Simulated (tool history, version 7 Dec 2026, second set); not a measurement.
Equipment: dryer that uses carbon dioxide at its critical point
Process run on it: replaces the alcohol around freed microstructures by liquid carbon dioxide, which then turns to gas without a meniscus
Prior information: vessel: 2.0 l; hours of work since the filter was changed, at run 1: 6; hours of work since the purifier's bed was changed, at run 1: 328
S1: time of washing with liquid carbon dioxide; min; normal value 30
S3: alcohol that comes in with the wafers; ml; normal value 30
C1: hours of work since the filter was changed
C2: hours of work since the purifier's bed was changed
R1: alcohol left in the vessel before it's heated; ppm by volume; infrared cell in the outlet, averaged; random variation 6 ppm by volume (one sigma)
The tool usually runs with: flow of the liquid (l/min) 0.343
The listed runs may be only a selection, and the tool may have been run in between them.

{"run": 1, "hour": 0.0, "S1": 30, "flow of the liquid (l/min)": 0.343, "S3": 30, "C1": 6, "C2": 328, "R1": 273}
{"run": 2, "hour": 19.0, "S1": 30, "flow of the liquid (l/min)": 0.343, "S3": 30, "C1": 18, "C2": 339, "R1": 288}
{"run": 3, "hour": 31.1, "S1": 30, "flow of the liquid (l/min)": 0.343, "S3": 30, "C1": 25, "C2": 347, "R1": 279}
{"run": 4, "hour": 44.9, "S1": 30, "flow of the liquid (l/min)": 0.343, "S3": 30, "C1": 34, "C2": 355, "R1": 286}
{"run": 5, "hour": 57.0, "S1": 30, "flow of the liquid (l/min)": 0.343, "S3": 30, "C1": 41, "C2": 362, "R1": 294}
{"run": 6, "hour": 65.7, "S1": 30, "flow of the liquid (l/min)": 0.343, "S3": 30, "C1": 46, "C2": 368, "R1": 296}
{"run": 7, "hour": 84.7, "S1": 30, "flow of the liquid (l/min)": 0.343, "S3": 30, "C1": 58, "C2": 379, "R1": 296}
{"run": 8, "hour": 100.4, "S1": 30, "flow of the liquid (l/min)": 0.343, "S3": 52, "C1": 68, "C2": 389, "R1": 490}
{"run": 9, "hour": 117.1, "S1": 32, "flow of the liquid (l/min)": 0.343, "S3": 43, "C1": 78, "C2": 399, "R1": 326}
{"run": 10, "hour": 134.6, "S1": 32, "flow of the liquid (l/min)": 0.343, "S3": 43, "C1": 89, "C2": 410, "R1": 342}
{"run": 11, "hour": 145.8, "S1": 30, "flow of the liquid (l/min)": 0.402, "S3": 30, "C1": 95, "C2": 417, "R1": 196}
{"run": 12, "hour": 165.5, "S1": 30, "flow of the liquid (l/min)": 0.402, "S3": 30, "C1": 107, "C2": 429, "R1": 183}

Forecast run 13:
{"run": 13, "hour": 175.0, "S1": 18, "flow of the liquid (l/min)": 0.323, "S3": 47, "C1": 113, "C2": 435, "R1": "?"}

R1: 2445 ppm by volume
Without the tool's hidden state the same run would have given R1 2177 ppm by volume.
